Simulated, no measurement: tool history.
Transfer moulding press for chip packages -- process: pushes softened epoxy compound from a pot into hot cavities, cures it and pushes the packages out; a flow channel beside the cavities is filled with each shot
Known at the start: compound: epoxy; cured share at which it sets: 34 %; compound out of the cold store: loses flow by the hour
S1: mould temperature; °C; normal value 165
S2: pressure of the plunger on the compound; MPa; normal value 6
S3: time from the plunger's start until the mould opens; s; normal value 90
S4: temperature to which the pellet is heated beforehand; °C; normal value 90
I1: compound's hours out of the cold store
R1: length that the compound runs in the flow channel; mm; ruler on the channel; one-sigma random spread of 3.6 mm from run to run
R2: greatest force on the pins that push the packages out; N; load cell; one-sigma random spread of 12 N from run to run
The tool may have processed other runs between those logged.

run	hour	S1	S2	S3	S4	I1	R1	R2
1	0	165	6	90	90	13.4	718	1121
2	16.1	165	6	90	90	33.3	678	1139
# hour 18.7: cavities cleaned with cleaning compound and waxed
3	39.2	166	6	90	90	36.4	660	767
4	60.4	166	6	90	90	23	688	902
5	83.5	165	6	90	82	10.6	716	1084
6	104.5	165	6	90	82	12.6	712	1145
7	125.5	165	6	90	94	30.8	661	1128
8	144.8	159	6	90	90	17.7	714	1780
# hour 155: cavities cleaned with cleaning compound and waxed
9	165.2	159	6	90	90	23.4	696	1164
10	179.5	159	6	90	90	32.4	677	1339
11	201.8	159	6	90	90	9.8	720	1645
12	213.2	159	6	90	90	46.2	645	1568
13	226.4	159	6	90	90	12.8	716	1767
14	246	159	6	90	90	25.2	683	1761
15	255.6	161	6	72	84	40.1	643	2408
16	271.1	165	6.72	90	90	46.2	660	1116
17	284.2	165	5.76	90	88	20.9	655	1156
# hour 290.6: cavities cleaned with cleaning compound and waxed
18	297.8	162	6	90	82	37.4	641	879
# hour 300.9: mould's thermocouples calibrated
19	316.5	162	6	90	82	12.5	694	1128
20	331.4	162	6	90	81	39.8	633	1191
# hour 341.8: mould's thermocouples calibrated, once more
21	342.8	169	4.56	90	94	42.6	528	807
22	353.9	169	4.56	86	82	14.1	581	924
23	369.1	159	6.39	86	82	30.8	672	1899
24	391.2	165	6	71	90	35	628	1796
# hour 410: plunger's sealing rings changed
25	415.1	161	5.86	92	99	33.8	677	1347
# hour 433.2: cavities cleaned with cleaning compound and waxed
26	435.3	166	7.46	99	81	27.7	774	532
27	453.3	166	7.46	85	80	33.8	744	825
28	472.2	165	5.19	96	80	9.5	685	903

Alternative continuations, all from the tool just after run 28; predict every row:
A	485.3	162	6.09	90	90	47	?	?
B	485.3	165	5.32	90	90	12.4	?	?
C	485.3	165	4.54	87	90	13.9	?	?
D	485.3	161	6	81	90	24.5	?	?
E	485.3	165	4.57	89	93	48	?	?

run	R1	R2
A	659	1162
B	681	1021
C	622	1091
D	706	1701
E	556	951
The same runs, with their run-to-run variation unchanged, on a tool lacking any hidden condition would have given:
run	R1	R2
A	667	659
B	690	581
C	630	621
D	715	964
E	563	543
